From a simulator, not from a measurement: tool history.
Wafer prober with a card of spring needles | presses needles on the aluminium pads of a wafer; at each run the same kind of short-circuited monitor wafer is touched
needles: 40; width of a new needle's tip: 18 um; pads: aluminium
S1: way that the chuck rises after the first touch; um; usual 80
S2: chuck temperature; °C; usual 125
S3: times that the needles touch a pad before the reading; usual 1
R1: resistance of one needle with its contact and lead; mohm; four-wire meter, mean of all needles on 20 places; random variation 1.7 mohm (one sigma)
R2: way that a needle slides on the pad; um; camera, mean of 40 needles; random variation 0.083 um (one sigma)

run,hour,S1,S2,S3,R1,R2
1,0.0,80,125,1,175,22.18
# hour 5.0: tips cleaned on abrasive film
# hour 17.4: tips cleaned on abrasive film
2,19.7,80,59,1,164,22.38
# hour 29.5: tips cleaned on abrasive film
# hour 41.4: tips cleaned on abrasive film
# hour 54.0: tips cleaned on abrasive film
3,57.8,80,59,1,164,22.03
# hour 65.1: tips cleaned on abrasive film
# hour 77.4: tips cleaned on abrasive film
4,81.6,80,54,1,163,22.00
# hour 89.2: tips cleaned on abrasive film
# hour 97.0: height of the first contact set anew
# hour 101.1: tips cleaned on abrasive film
# hour 112.3: tips cleaned on abrasive film
5,112.3,88,54,1,161,24.34
# hour 124.9: tips cleaned on abrasive film
# hour 136.1: tips cleaned on abrasive film
# hour 146.6: tips cleaned on abrasive film
6,147.0,88,54,1,161,24.37
# hour 159.0: tips cleaned on abrasive film
# hour 171.1: tips cleaned on abrasive film
# hour 183.1: tips cleaned on abrasive film
7,183.1,70,40,1,161,19.24
# hour 194.9: tips cleaned on abrasive film
# hour 206.7: tips cleaned on abrasive film
# hour 219.0: tips cleaned on abrasive film
8,220.0,79,125,1,174,21.68
# hour 229.8: tips cleaned on abrasive film
# hour 241.6: tips cleaned on abrasive film
# hour 252.6: tips cleaned on abrasive film
9,261.9,79,125,1,176,21.80
# hour 264.5: tips cleaned on abrasive film
# hour 277.2: tips cleaned on abrasive film
# hour 289.1: tips cleaned on abrasive film
10,297.0,77,41,1,161,21.25

5 ways to go on from here, each from the tool as it stands after run 10. What would each give?
# hour 299.6: tips cleaned on abrasive film
# hour 311.5: tips cleaned on abrasive film
A,314.8,98,27,1,?,?
# hour 299.6: tips cleaned on abrasive film
# hour 311.5: tips cleaned on abrasive film
B,314.8,71,40,3,?,?
# hour 299.6: tips cleaned on abrasive film
# hour 311.5: tips cleaned on abrasive film
C,314.8,75,96,1,?,?
# hour 299.6: tips cleaned on abrasive film
# hour 311.5: tips cleaned on abrasive film
D,314.8,70,41,1,?,?
# hour 299.6: tips cleaned on abrasive film
# hour 311.5: tips cleaned on abrasive film
E,314.8,83,26,1,?,?

run,R1,R2
A,154,26.99
B,160,19.56
C,174,20.63
D,163,19.34
E,152,22.75
Without the tool's hidden state the same runs would have given:
run,R1,R2
A,154,27.18
B,160,19.70
C,174,20.78
D,162,19.47
E,152,22.91
